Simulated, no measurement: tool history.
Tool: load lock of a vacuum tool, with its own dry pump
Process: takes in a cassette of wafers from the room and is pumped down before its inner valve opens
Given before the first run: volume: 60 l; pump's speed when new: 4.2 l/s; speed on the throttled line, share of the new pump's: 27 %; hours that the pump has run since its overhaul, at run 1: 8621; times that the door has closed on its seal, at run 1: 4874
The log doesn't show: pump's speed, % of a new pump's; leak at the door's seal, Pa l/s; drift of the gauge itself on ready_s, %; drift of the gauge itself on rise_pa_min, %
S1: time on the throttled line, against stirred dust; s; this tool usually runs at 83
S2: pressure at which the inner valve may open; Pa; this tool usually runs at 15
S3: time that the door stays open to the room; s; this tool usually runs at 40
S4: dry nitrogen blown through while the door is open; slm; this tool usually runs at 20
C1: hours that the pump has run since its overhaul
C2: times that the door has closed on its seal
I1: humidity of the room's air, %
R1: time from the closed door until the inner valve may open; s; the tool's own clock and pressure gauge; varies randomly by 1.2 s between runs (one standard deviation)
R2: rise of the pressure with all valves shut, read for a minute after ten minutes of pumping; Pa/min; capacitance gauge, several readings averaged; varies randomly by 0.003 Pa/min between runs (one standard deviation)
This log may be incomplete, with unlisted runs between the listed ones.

run	hour	S1	S2	S3	S4	C1	C2	I1	R1	R2
1	0.0	83	15	40	20	8621	4874	43.5	208.5	0.035
2	114.0	83	15	40	20	8735	5300	39.7	212.0	0.032
3	189.4	83	15	40	20	8810	5581	47.2	212.6	0.040
4	248.9	83	15	40	20	8870	5804	47.3	212.3	0.035
5	339.1	85	15	40	20	8960	6141	43.1	212.7	0.038
6	412.8	83	15	40	20	9034	6416	45.8	213.1	0.041
7	494.4	83	15	40	20	9115	6721	46.6	212.1	0.039
8	569.3	83	15	179	20	9190	7001	44.2	209.9	0.063
9	631.5	83	15	179	20	9252	7233	43.8	213.6	0.065
10	753.9	83	15	40	20	9375	7691	43.5	214.3	0.043
11	840.1	83	30	40	20	9461	8013	45.9	200.4	0.042
# hour 905.8: dry pump taken out, an overhauled one fitted
12	948.2	83	15	40	5	42	8394	46.8	187.3	0.054
13	1025.7	83	15	40	5	120	8684	46.7	186.9	0.054
14	1084.4	83	15	40	6	179	8903	47.2	187.9	0.053
15	1158.4	83	15	40	6	253	9180	47.1	187.4	0.055
16	1238.4	83	15	40	6	333	9479	45.1	189.5	0.050
17	1349.3	83	15	40	6	443	9893	42.6	188.0	0.053
18	1454.3	83	15	40	20	548	10285	45.9	187.0	0.041
19	1548.5	107	15	40	20	643	10637	47.6	207.1	0.045
20	1662.4	107	15	40	20	757	11063	42.0	205.2	0.041
21	1725.1	83	15	40	35	819	11297	50.8	188.8	0.039
22	1826.0	83	14	96	35	920	11674	45.4	189.0	0.051
23	1921.7	83	14	29	8	1016	12032	45.5	192.9	0.052
24	2019.6	83	14	29	8	1114	12397	43.6	188.6	0.048
25	2129.7	83	14	29	8	1224	12809	44.2	192.1	0.047
26	2198.0	75	11	56	8	1292	13064	45.8	190.4	0.062
27	2278.2	66	15	61	8	1372	13364	43.9	176.8	0.062
28	2384.3	58	12	61	8	1478	13760	42.3	174.2	0.059
29	2452.1	58	12	61	8	1546	14014	43.6	174.9	0.061
30	2566.6	58	12	61	8	1661	14441	47.3	176.1	0.063
31	2679.7	83	15	28	20	1774	14864	46.4	190.5	0.038
32	2778.6	83	15	28	20	1873	15233	44.3	192.1	0.043
33	2843.5	83	16	40	19	1938	15476	49.6	189.6	0.050
34	2955.3	83	15	95	17	2049	15893	46.0	189.6	0.064
35	3063.3	119	14	85	28	2158	16297	50.8	219.2	0.055
36	3182.0	119	14	85	28	2276	16741	43.4	218.2	0.055
37	3260.4	43	15	27	20	2355	17034	45.5	162.3	0.044

Subtracting, for every run, the result it would have given without the tool's unlogged condition from the measured result gives the following. The same run-to-run variation enters both numbers; the gauge's scatter may not:
run	R1	R2
1	+23.1	+0.004
2	+23.9	+0.004
3	+24.2	+0.004
4	+24.4	+0.005
5	+24.5	+0.005
6	+25.0	+0.006
7	+25.2	+0.006
8	+25.1	+0.005
9	+25.8	+0.006
10	+26.3	+0.007
11	+23.8	+0.007
12	+0.2	+0.008
13	+0.4	+0.007
14	+0.5	+0.008
15	+0.7	+0.008
16	+0.9	+0.008
17	+1.1	+0.008
18	+1.4	+0.009
19	+1.5	+0.010
20	+2.1	+0.010
21	+2.0	+0.011
22	+2.4	+0.011
23	+2.6	+0.011
24	+2.8	+0.012
25	+3.2	+0.012
26	+3.5	+0.013
27	+3.6	+0.013
28	+4.0	+0.014
29	+4.3	+0.013
30	+4.6	+0.014
31	+4.5	+0.015
32	+4.8	+0.016
33	+4.8	+0.015
34	+5.4	+0.016
35	+5.0	+0.017
36	+5.3	+0.018
37	+6.5	+0.017
